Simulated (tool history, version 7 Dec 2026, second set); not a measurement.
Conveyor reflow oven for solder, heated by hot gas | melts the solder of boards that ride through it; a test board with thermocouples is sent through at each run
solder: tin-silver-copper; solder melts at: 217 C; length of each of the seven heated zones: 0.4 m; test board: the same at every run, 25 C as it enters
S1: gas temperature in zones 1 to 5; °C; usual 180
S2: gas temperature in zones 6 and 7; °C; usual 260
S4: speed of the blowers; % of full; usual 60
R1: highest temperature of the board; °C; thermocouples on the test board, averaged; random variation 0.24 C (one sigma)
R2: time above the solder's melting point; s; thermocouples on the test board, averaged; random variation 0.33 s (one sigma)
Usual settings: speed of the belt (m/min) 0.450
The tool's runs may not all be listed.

run 1 hour=0.0 | S1=180 S2=260 speed_of_the_belt_(m/min)=0.450 S4=60 | R1=242.4 R2=71.6
run 2 hour=12.0 | S1=180 S2=260 speed_of_the_belt_(m/min)=0.450 S4=60 | R1=242.2 R2=71.3
run 3 hour=23.3 | S1=180 S2=260 speed_of_the_belt_(m/min)=0.450 S4=60 | R1=242.1 R2=71.3
run 4 hour=36.9 | S1=168 S2=260 speed_of_the_belt_(m/min)=0.450 S4=60 | R1=239.8 R2=61.0
run 5 hour=57.7 | S1=168 S2=260 speed_of_the_belt_(m/min)=0.450 S4=60 | R1=239.3 R2=60.2
run 6 hour=77.2 | S1=180 S2=260 speed_of_the_belt_(m/min)=0.450 S4=70 | R1=243.1 R2=73.2
run 7 hour=90.7 | S1=180 S2=260 speed_of_the_belt_(m/min)=0.506 S4=70 | R1=239.8 R2=58.0
run 8 hour=107.7 | S1=180 S2=260 speed_of_the_belt_(m/min)=0.506 S4=70 | R1=239.6 R2=58.0
run 9 hour=118.5 | S1=180 S2=260 speed_of_the_belt_(m/min)=0.506 S4=70 | R1=239.4 R2=57.8
run 10 hour=140.0 | S1=180 S2=260 speed_of_the_belt_(m/min)=0.450 S4=60 | R1=241.5 R2=70.0
run 11 hour=150.4 | S1=180 S2=260 speed_of_the_belt_(m/min)=0.450 S4=60 | R1=241.4 R2=70.5
run 12 hour=159.3 | S1=180 S2=260 speed_of_the_belt_(m/min)=0.450 S4=60 | R1=241.3 R2=70.4
-- hour=165.8 flux residue cleaned out of gas plates and filters
run 13 hour=179.3 | S1=180 S2=255 speed_of_the_belt_(m/min)=0.471 S4=55 | R1=238.4 R2=63.3
-- hour=184.2 belt drive overhauled, speed set with a stopwatch
run 14 hour=199.1 | S1=180 S2=255 speed_of_the_belt_(m/min)=0.471 S4=55 | R1=238.6 R2=63.6
run 15 hour=217.1 | S1=180 S2=260 speed_of_the_belt_(m/min)=0.518 S4=78 | R1=243.3 R2=64.0
run 16 hour=226.2 | S1=180 S2=260 speed_of_the_belt_(m/min)=0.400 S4=60 | R1=247.5 R2=92.1
run 17 hour=236.3 | S1=180 S2=260 speed_of_the_belt_(m/min)=0.400 S4=60 | R1=247.7 R2=92.2
run 18 hour=254.8 | S1=195 S2=267 speed_of_the_belt_(m/min)=0.441 S4=52 | R1=252.6 R2=96.7

The next listed run, before its measurement:
-- hour=262.7 belt drive overhauled, speed set with a stopwatch, once more
run 19 hour=280.5 | S1=194 S2=253 speed_of_the_belt_(m/min)=0.437 S4=60 | R1=? R2=?

Run 19 gave R1 241.0 °C, R2 82.2 s.
Without the tool's hidden state the same run would have given R1 243.1 °C, R2 85.3 s.
